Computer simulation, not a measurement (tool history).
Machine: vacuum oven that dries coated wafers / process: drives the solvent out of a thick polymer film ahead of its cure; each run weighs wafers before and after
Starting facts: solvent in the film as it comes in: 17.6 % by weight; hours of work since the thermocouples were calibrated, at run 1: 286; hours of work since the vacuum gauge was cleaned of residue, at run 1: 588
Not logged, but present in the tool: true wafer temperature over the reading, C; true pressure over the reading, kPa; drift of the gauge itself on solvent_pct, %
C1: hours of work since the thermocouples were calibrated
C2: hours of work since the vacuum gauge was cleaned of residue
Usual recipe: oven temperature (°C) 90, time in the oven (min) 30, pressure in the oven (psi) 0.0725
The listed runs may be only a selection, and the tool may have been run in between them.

run 1 day=0 | oven_temperature_(°C)=90 time_in_the_oven_(min)=30 pressure_in_the_oven_(psi)=0.0725 | C1=286 C2=588 | solvent_left_in_the_film_(%)=1.72
run 2 day=0.979 | oven_temperature_(°C)=90 time_in_the_oven_(min)=30 pressure_in_the_oven_(psi)=0.0725 | C1=302 C2=605 | solvent_left_in_the_film_(%)=1.75
run 3 day=1.917 | oven_temperature_(°C)=90 time_in_the_oven_(min)=30 pressure_in_the_oven_(psi)=0.0493 | C1=318 C2=620 | solvent_left_in_the_film_(%)=1.7
run 4 day=2.658 | oven_temperature_(°C)=90 time_in_the_oven_(min)=30 pressure_in_the_oven_(psi)=0.0493 | C1=330 C2=633 | solvent_left_in_the_film_(%)=1.71
run 5 day=3.492 | oven_temperature_(°C)=90 time_in_the_oven_(min)=30 pressure_in_the_oven_(psi)=0.0493 | C1=344 C2=647 | solvent_left_in_the_film_(%)=1.69
run 6 day=4.417 | oven_temperature_(°C)=86 time_in_the_oven_(min)=30 pressure_in_the_oven_(psi)=0.0493 | C1=360 C2=662 | solvent_left_in_the_film_(%)=2.67
run 7 day=4.912 | oven_temperature_(°C)=86 time_in_the_oven_(min)=30 pressure_in_the_oven_(psi)=0.0493 | C1=368 C2=671 | solvent_left_in_the_film_(%)=2.69
run 8 day=5.471 | oven_temperature_(°C)=86 time_in_the_oven_(min)=30 pressure_in_the_oven_(psi)=0.0493 | C1=377 C2=680 | solvent_left_in_the_film_(%)=2.67
run 9 day=6.588 | oven_temperature_(°C)=86 time_in_the_oven_(min)=30 pressure_in_the_oven_(psi)=0.0493 | C1=396 C2=699 | solvent_left_in_the_film_(%)=2.7
run 10 day=7.408 | oven_temperature_(°C)=86 time_in_the_oven_(min)=30 pressure_in_the_oven_(psi)=0.0493 | C1=410 C2=712 | solvent_left_in_the_film_(%)=2.69
run 11 day=8 | oven_temperature_(°C)=86 time_in_the_oven_(min)=30 pressure_in_the_oven_(psi)=0.0493 | C1=420 C2=722 | solvent_left_in_the_film_(%)=2.69
run 12 day=8.896 | oven_temperature_(°C)=86 time_in_the_oven_(min)=30 pressure_in_the_oven_(psi)=0.0493 | C1=435 C2=737 | solvent_left_in_the_film_(%)=2.68
run 13 day=10.092 | oven_temperature_(°C)=86 time_in_the_oven_(min)=48 pressure_in_the_oven_(psi)=0.0493 | C1=455 C2=757 | solvent_left_in_the_film_(%)=1.05
run 14 day=10.788 | oven_temperature_(°C)=86 time_in_the_oven_(min)=48 pressure_in_the_oven_(psi)=0.0493 | C1=466 C2=769 | solvent_left_in_the_film_(%)=1.05
run 15 day=11.683 | oven_temperature_(°C)=90 time_in_the_oven_(min)=54 pressure_in_the_oven_(psi)=0.0725 | C1=481 C2=784 | solvent_left_in_the_film_(%)=0.41
run 16 day=12.6 | oven_temperature_(°C)=79 time_in_the_oven_(min)=24 pressure_in_the_oven_(psi)=0.0725 | C1=497 C2=799 | solvent_left_in_the_film_(%)=6.1
run 17 day=13.617 | oven_temperature_(°C)=79 time_in_the_oven_(min)=24 pressure_in_the_oven_(psi)=0.0725 | C1=514 C2=817 | solvent_left_in_the_film_(%)=6.12
run 18 day=14.629 | oven_temperature_(°C)=79 time_in_the_oven_(min)=24 pressure_in_the_oven_(psi)=0.0725 | C1=531 C2=833 | solvent_left_in_the_film_(%)=6.14
run 19 day=15.538 | oven_temperature_(°C)=101 time_in_the_oven_(min)=24 pressure_in_the_oven_(psi)=0.1057 | C1=546 C2=849 | solvent_left_in_the_film_(%)=0.61
run 20 day=16.729 | oven_temperature_(°C)=90 time_in_the_oven_(min)=44 pressure_in_the_oven_(psi)=0.0827 | C1=566 C2=869 | solvent_left_in_the_film_(%)=0.74
run 21 day=17.592 | oven_temperature_(°C)=100 time_in_the_oven_(min)=23 pressure_in_the_oven_(psi)=0.0364 | C1=581 C2=883 | solvent_left_in_the_film_(%)=0.73
run 22 day=18.238 | oven_temperature_(°C)=100 time_in_the_oven_(min)=51 pressure_in_the_oven_(psi)=0.2484 | C1=591 C2=894 | solvent_left_in_the_film_(%)=0.37
run 23 day=19.229 | oven_temperature_(°C)=86 time_in_the_oven_(min)=30 pressure_in_the_oven_(psi)=0.2235 | C1=608 C2=911 | solvent_left_in_the_film_(%)=3.01
run 24 day=19.9 | oven_temperature_(°C)=90 time_in_the_oven_(min)=25 pressure_in_the_oven_(psi)=0.0867 | C1=619 C2=922 | solvent_left_in_the_film_(%)=2.47
run 25 day=20.458 | oven_temperature_(°C)=87 time_in_the_oven_(min)=37 pressure_in_the_oven_(psi)=0.0512 | C1=629 C2=931 | solvent_left_in_the_film_(%)=1.62
run 26 day=21.425 | oven_temperature_(°C)=87 time_in_the_oven_(min)=37 pressure_in_the_oven_(psi)=0.0512 | C1=645 C2=947 | solvent_left_in_the_film_(%)=1.63
run 27 day=22.538 | oven_temperature_(°C)=86 time_in_the_oven_(min)=22 pressure_in_the_oven_(psi)=0.1246 | C1=663 C2=966 | solvent_left_in_the_film_(%)=4.31

Forecast each of these 3 alternatives for the next run:
run A day=23.467 | oven_temperature_(°C)=75 time_in_the_oven_(min)=33 pressure_in_the_oven_(psi)=0.1036 | C1=679 C2=982 | solvent_left_in_the_film_(%)=?
run B day=23.467 | oven_temperature_(°C)=83 time_in_the_oven_(min)=16 pressure_in_the_oven_(psi)=0.2286 | C1=679 C2=982 | solvent_left_in_the_film_(%)=?
run C day=23.467 | oven_temperature_(°C)=95 time_in_the_oven_(min)=44 pressure_in_the_oven_(psi)=0.1336 | C1=679 C2=982 | solvent_left_in_the_film_(%)=?

run=A solvent_left_in_the_film_(%)=5.97
run=B solvent_left_in_the_film_(%)=7.06
run=C solvent_left_in_the_film_(%)=0.41
Stripped of hidden state, with their random variation kept, the same runs would have yielded:
run=A solvent_left_in_the_film_(%)=5.98
run=B solvent_left_in_the_film_(%)=7.07
run=C solvent_left_in_the_film_(%)=0.41
